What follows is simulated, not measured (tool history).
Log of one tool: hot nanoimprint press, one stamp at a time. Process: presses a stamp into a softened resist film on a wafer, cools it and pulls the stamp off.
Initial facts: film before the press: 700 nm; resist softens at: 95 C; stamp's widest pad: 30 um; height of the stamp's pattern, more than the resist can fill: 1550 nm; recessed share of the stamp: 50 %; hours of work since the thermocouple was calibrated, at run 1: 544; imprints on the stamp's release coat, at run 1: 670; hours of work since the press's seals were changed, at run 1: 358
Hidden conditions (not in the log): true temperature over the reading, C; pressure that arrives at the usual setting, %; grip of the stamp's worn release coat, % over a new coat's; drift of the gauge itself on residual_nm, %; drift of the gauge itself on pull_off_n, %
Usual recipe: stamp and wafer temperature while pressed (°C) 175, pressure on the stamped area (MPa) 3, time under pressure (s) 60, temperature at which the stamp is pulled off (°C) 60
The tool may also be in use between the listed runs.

| run | hour | stamp and wafer temperature while pressed (°C) | pressure on the stamped area (MPa) | time under pressure (s) | temperature at which the stamp is pulled off (°C) | hours of work since the thermocouple was calibrated | imprints on the stamp's release coat | hours of work since the press's seals were changed | resist left under the stamp's widest pad (nm) | greatest force while the stamp is pulled off (N) |
|---|---|---|---|---|---|---|---|---|---|---|
| 1 | 0 | 175 | 3 | 60 | 60 | 544 | 670 | 358 | 365.7 | 219 |
|  | 22.8 | stamp cleaned and given a new release coat |
| 2 | 29.6 | 175 | 3 | 35 | 60 | 554 | 16 | 368 | 440.2 | 220 |
|  | 43.2 | plate thermocouple calibrated |
| 3 | 63 | 175 | 3 | 35 | 60 | 9 | 89 | 381 | 441.3 | 219 |
| 4 | 88.9 | 175 | 3 | 35 | 60 | 20 | 152 | 392 | 438.6 | 217 |
| 5 | 113.7 | 175 | 3 | 35 | 60 | 31 | 211 | 403 | 443.6 | 219 |
| 6 | 148 | 175 | 3 | 35 | 60 | 45 | 294 | 418 | 441.2 | 220 |
| 7 | 173.7 | 175 | 3 | 35 | 60 | 57 | 356 | 429 | 439.5 | 219 |
| 8 | 203.9 | 175 | 2.16 | 60 | 60 | 70 | 429 | 442 | 416.1 | 220 |
| 9 | 237.7 | 175 | 3 | 60 | 60 | 84 | 510 | 457 | 368.9 | 217 |
| 10 | 265.7 | 175 | 3 | 60 | 60 | 97 | 578 | 469 | 370.5 | 220 |
| 11 | 286.2 | 175 | 3 | 60 | 52 | 105 | 627 | 478 | 371.1 | 232 |
| 12 | 309.3 | 175 | 3 | 60 | 52 | 115 | 683 | 488 | 372 | 233 |
|  | 327.9 | stamp cleaned and given a new release coat |
| 13 | 330.5 | 179 | 3 | 60 | 52 | 122 | 6 | 495 | 336.8 | 231 |
| 14 | 353.9 | 179 | 3 | 60 | 52 | 132 | 63 | 505 | 338.7 | 232 |
| 15 | 382.5 | 179 | 3 | 60 | 52 | 145 | 132 | 517 | 337.7 | 231 |
| 16 | 409.8 | 173 | 2.26 | 37 | 60 | 156 | 198 | 529 | 489.5 | 221 |
| 17 | 435.3 | 175 | 4.79 | 103 | 51 | 168 | 259 | 540 | 246.4 | 234 |
| 18 | 453.1 | 175 | 4.79 | 86 | 51 | 175 | 302 | 548 | 264.8 | 235 |
| 19 | 479.7 | 181 | 4.79 | 113 | 51 | 187 | 366 | 559 | 201.3 | 235 |
| 20 | 504.1 | 173 | 3.13 | 60 | 60 | 197 | 425 | 570 | 385.1 | 217 |
| 21 | 530.1 | 186 | 3.73 | 60 | 65 | 209 | 487 | 581 | 262.8 | 212 |
| 22 | 556.7 | 172 | 4.16 | 60 | 61 | 220 | 552 | 593 | 352.4 | 216 |
| 23 | 578.9 | 164 | 4.16 | 34 | 61 | 230 | 605 | 602 | 502.5 | 217 |
| 24 | 593.2 | 164 | 4.16 | 34 | 61 | 236 | 639 | 609 | 503.8 | 217 |
| 25 | 618.5 | 170 | 1.86 | 34 | 61 | 247 | 700 | 620 | 552.9 | 216 |
|  | 629.6 | stamp cleaned and given a new release coat |
| 26 | 653.1 | 170 | 1.86 | 34 | 61 | 259 | 56 | 632 | 550.5 | 218 |
| 27 | 678 | 170 | 1.86 | 34 | 61 | 270 | 116 | 643 | 553.4 | 220 |
| 28 | 702.9 | 168 | 2.51 | 44 | 61 | 281 | 176 | 654 | 503.2 | 219 |
| 29 | 723.9 | 167 | 3 | 63 | 62 | 290 | 227 | 663 | 441.1 | 215 |

A few steps of resist left under the stamp's widest pad (nm) between consecutive runs. Split each: what settings, incoming material and random variation would produce without the hidden state, and what is left over for the hidden state, along with gauge scatter present in only one of the two compared results (measured, and without hidden state):
Run 16 -> 17: stamp and wafer temperature while pressed (°C) 173 -> 175, pressure on the stamped area (MPa) 2.26 -> 4.79, time under pressure (s) 37 -> 103, temperature at which the stamp is pulled off (°C) 60 -> 51. resist left under the stamp's widest pad (nm) -243.1: hidden state -2.2, all else -240.9.
Run 19 -> 20: stamp and wafer temperature while pressed (°C) 181 -> 173, pressure on the stamped area (MPa) 4.79 -> 3.13, time under pressure (s) 113 -> 60, temperature at which the stamp is pulled off (°C) 51 -> 60. resist left under the stamp's widest pad (nm) +183.8: hidden state +2.4, all else +181.4.
Run 22 -> 23: stamp and wafer temperature while pressed (°C) 172 -> 164, time under pressure (s) 60 -> 34. resist left under the stamp's widest pad (nm) +150.1: hidden state +2.3, all else +147.8.
